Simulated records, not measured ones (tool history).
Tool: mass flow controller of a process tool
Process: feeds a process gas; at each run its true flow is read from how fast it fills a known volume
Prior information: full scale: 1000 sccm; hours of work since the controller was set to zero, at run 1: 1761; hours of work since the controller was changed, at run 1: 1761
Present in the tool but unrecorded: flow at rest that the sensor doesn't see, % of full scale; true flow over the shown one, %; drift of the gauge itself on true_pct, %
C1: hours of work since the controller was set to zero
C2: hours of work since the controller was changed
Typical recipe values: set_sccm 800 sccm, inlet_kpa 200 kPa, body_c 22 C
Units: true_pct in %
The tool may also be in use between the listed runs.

{"run": 1, "hour": 0.0, "set_sccm": 800, "inlet_kpa": 200, "body_c": 22, "C1": 1761, "C2": 1761, "true_pct": 99.87}
{"run": 2, "hour": 74.7, "set_sccm": 800, "inlet_kpa": 200, "body_c": 22, "C1": 1813, "C2": 1813, "true_pct": 99.81}
{"run": 3, "hour": 117.0, "set_sccm": 800, "inlet_kpa": 200, "body_c": 22, "C1": 1843, "C2": 1843, "true_pct": 99.83}
{"run": 4, "hour": 202.3, "set_sccm": 800, "inlet_kpa": 200, "body_c": 22, "C1": 1903, "C2": 1903, "true_pct": 99.88}
{"run": 5, "hour": 289.6, "set_sccm": 333, "inlet_kpa": 200, "body_c": 22, "C1": 1965, "C2": 1965, "true_pct": 99.22}
{"run": 6, "hour": 338.6, "set_sccm": 333, "inlet_kpa": 200, "body_c": 22, "C1": 1999, "C2": 1999, "true_pct": 99.13}
{"run": 7, "hour": 431.5, "set_sccm": 333, "inlet_kpa": 200, "body_c": 22, "C1": 2064, "C2": 2064, "true_pct": 99.14}
{"run": 8, "hour": 485.5, "set_sccm": 800, "inlet_kpa": 200, "body_c": 23, "C1": 2102, "C2": 2102, "true_pct": 99.8}
{"run": 9, "hour": 542.4, "set_sccm": 800, "inlet_kpa": 200, "body_c": 23, "C1": 2143, "C2": 2143, "true_pct": 99.79}
{"run": 10, "hour": 608.4, "set_sccm": 800, "inlet_kpa": 218, "body_c": 34, "C1": 2189, "C2": 2189, "true_pct": 99.15}
{"run": 11, "hour": 670.1, "set_sccm": 800, "inlet_kpa": 161, "body_c": 25, "C1": 2232, "C2": 2232, "true_pct": 99.83}

Predict each of these 4 candidate next runs independently; none follows another, all start after run 11:
{"run": "A", "hour": 758.7, "set_sccm": 315, "inlet_kpa": 232, "body_c": 35, "C1": 2295, "C2": 2295, "true_pct": "?"}
{"run": "B", "hour": 758.7, "set_sccm": 800, "inlet_kpa": 273, "body_c": 22, "C1": 2295, "C2": 2295, "true_pct": "?"}
{"run": "C", "hour": 758.7, "set_sccm": 704, "inlet_kpa": 229, "body_c": 25, "C1": 2295, "C2": 2295, "true_pct": "?"}
{"run": "D", "hour": 758.7, "set_sccm": 193, "inlet_kpa": 224, "body_c": 21, "C1": 2295, "C2": 2295, "true_pct": "?"}

run=A true_pct=98.21
run=B true_pct=99.5
run=C true_pct=99.56
run=D true_pct=98.04
With the hidden condition removed and each run's random variation left untouched, the same runs would have given:
run=A true_pct=99.21
run=B true_pct=99.74
run=C true_pct=99.87
run=D true_pct=99.82

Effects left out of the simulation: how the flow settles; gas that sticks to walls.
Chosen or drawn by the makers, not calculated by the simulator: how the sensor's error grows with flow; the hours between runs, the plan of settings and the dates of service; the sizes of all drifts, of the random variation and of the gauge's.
